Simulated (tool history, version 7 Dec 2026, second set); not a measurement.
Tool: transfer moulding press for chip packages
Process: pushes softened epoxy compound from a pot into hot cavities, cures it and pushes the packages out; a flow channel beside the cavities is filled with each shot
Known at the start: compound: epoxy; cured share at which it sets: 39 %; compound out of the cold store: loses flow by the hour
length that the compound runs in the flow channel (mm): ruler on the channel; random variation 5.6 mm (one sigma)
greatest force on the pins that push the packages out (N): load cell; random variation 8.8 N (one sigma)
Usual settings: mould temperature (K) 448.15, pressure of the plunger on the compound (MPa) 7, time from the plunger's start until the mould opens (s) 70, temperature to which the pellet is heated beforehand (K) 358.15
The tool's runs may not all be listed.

run	hour	mould temperature (K)	pressure of the plunger on the compound (MPa)	time from the plunger's start until the mould opens (s)	temperature to which the pellet is heated beforehand (K)	incoming compound's hours out of the cold store	length that the compound runs in the flow channel (mm)	greatest force on the pins that push the packages out (N)
1	0	448.15	7	70	358.15	25.2	677	767
# hour 20: plunger's sealing rings changed
2	25.4	448.15	8.6	70	358.15	20.8	821	905
# hour 41.6: cavities cleaned with cleaning compound and waxed
3	52.3	448.15	8.6	70	358.15	13.9	853	621
4	83.5	448.15	8.6	70	358.15	29.5	802	855
# hour 112.2: cavities cleaned with cleaning compound and waxed
5	127.4	448.15	7.06	70	358.15	14.6	757	667
6	155.4	442.15	7	70	358.15	14.9	748	1426
# hour 182.4: cavities cleaned with cleaning compound and waxed
7	190.9	452.15	7	70	358.15	37.2	666	489
8	230.7	452.15	7	70	358.15	29.1	687	687
# hour 250.3: cavities cleaned with cleaning compound and waxed
9	267.8	452.15	7	70	358.15	23.6	683	588
10	289.6	449.15	7	70	358.15	46.3	644	752
# hour 319.3: cavities cleaned with cleaning compound and waxed
11	327.1	440.15	7	70	358.15	16.4	737	1082
12	365	448.15	7	52	358.15	15.6	708	2100
# hour 388.8: cavities cleaned with cleaning compound and waxed
# hour 395.1: plunger's sealing rings changed
13	413.9	448.15	7	52	358.15	16.9	754	1813
# hour 451.3: mould's thermocouples calibrated
14	453.6	448.15	7	52	358.15	37.5	699	1972
# hour 462.2: cavities cleaned with cleaning compound and waxed
15	500.7	452.15	7.95	78	358.15	43.7	709	590
# hour 532.2: cavities cleaned with cleaning compound and waxed
16	546	448.15	7	70	360.15	25	707	600
17	575.5	449.15	7	70	358.15	43.7	660	752
18	594.1	449.15	7	70	358.15	34.5	672	813
# hour 601.8: cavities cleaned with cleaning compound and waxed
19	626.5	449.15	7	70	358.15	29.9	685	665
20	656.5	448.15	6.91	100	363.15	16.2	709	618
# hour 669.4: cavities cleaned with cleaning compound and waxed
21	694.7	448.15	6.91	100	363.15	23	702	540
# hour 737.2: cavities cleaned with cleaning compound and waxed
22	737.2	456.15	5.56	100	359.15	27.5	584	299
23	758.1	446.15	7.31	75	362.15	18.3	718	663
# hour 769.1: plunger's sealing rings changed
24	788.5	446.15	6.75	75	367.15	34.2	685	756
# hour 810: cavities cleaned with cleaning compound and waxed
25	826.3	454.15	6.75	98	367.15	21.8	705	449
26	852.2	454.15	5.43	61	351.15	29.7	612	810
# hour 879.2: cavities cleaned with cleaning compound and waxed
27	896.9	450.15	6.93	60	349.15	14.1	741	946

Forecast each of these 5 alternatives for the next run:
A	933	448.15	7.29	70	358.15	15.9	?	?
B	933	450.15	7.41	60	349.15	15	?	?
C	933	451.15	6.93	67	349.15	35.3	?	?
D	933	448.15	7	70	366.15	44.7	?	?
E	933	443.15	7.05	69	358.15	46	?	?

run	length that the compound runs in the flow channel (mm)	greatest force on the pins that push the packages out (N)
A	746	882
B	748	1252
C	672	801
D	665	786
E	669	1184
Without the tool's hidden state the same runs would have given:
run	length that the compound runs in the flow channel (mm)	greatest force on the pins that push the packages out (N)
A	770	406
B	772	572
C	694	371
D	687	364
E	690	548
